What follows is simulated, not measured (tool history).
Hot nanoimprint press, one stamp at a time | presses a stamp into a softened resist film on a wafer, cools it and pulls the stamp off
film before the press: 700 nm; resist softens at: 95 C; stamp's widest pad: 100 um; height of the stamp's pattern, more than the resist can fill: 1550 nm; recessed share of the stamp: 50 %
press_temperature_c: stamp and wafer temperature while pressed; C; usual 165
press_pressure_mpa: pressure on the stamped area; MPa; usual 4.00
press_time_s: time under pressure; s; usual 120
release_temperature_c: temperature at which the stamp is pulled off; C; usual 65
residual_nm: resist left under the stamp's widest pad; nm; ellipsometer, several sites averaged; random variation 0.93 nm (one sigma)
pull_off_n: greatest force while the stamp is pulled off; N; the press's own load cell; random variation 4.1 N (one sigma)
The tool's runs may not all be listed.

run	hour	press_temperature_c	press_pressure_mpa	press_time_s	release_temperature_c	residual_nm	pull_off_n
1	0.0	165	4.00	120	65	404.9	231
2	14.2	165	4.00	120	65	403.2	236
3	34.9	165	4.00	120	65	404.5	240
4	53.8	165	4.00	120	63	403.5	236
5	62.4	165	4.00	120	63	405.9	253
6	75.5	165	4.00	91	65	439.5	240
7	87.7	165	4.00	120	65	403.5	247
# hour 98.5: plate thermocouple calibrated
8	106.8	165	4.00	120	65	414.4	254
9	121.2	165	4.00	228	65	329.3	250
10	134.9	165	4.00	228	65	328.7	257
11	145.7	165	4.00	228	69	329.2	242
12	160.6	165	4.00	228	69	329.5	239
13	173.7	165	4.00	160	65	375.6	256
14	188.2	165	4.00	160	65	373.8	265
15	204.3	165	4.00	160	65	373.4	267
16	223.4	173	4.00	160	62	279.2	281
# hour 236.9: stamp cleaned and given a new release coat
17	245.5	156	4.29	78	65	571.0	201
18	257.1	156	4.29	78	65	570.7	198
19	269.0	169	4.93	78	65	388.2	209
20	278.1	169	4.93	78	65	389.0	216
21	296.3	165	4.00	116	51	412.7	250
22	307.4	165	3.22	89	67	477.1	202
23	321.3	165	3.22	89	67	476.2	209
24	336.0	173	4.45	120	65	299.2	216
25	349.1	173	4.45	120	65	299.4	214
26	368.2	173	4.45	120	65	298.6	218
27	378.3	165	2.50	120	55	470.9	248
28	391.6	165	2.50	120	55	470.5	252
29	410.0	163	4.50	93	54	452.5	259
30	422.3	165	4.46	120	69	391.9	214

Forecast each of these 4 alternatives for the next run:
A	434.7	171	5.44	120	65	?	?
B	434.7	165	4.88	87	60	?	?
C	434.7	165	3.94	233	69	?	?
D	434.7	165	2.45	99	57	?	?

run	residual_nm	pull_off_n
A	294.8	229
B	423.1	241
C	322.8	219
D	496.9	258
Without the tool's hidden state the same runs would have given:
run	residual_nm	pull_off_n
A	297.9	200
B	427.9	209
C	328.2	190
D	503.3	224
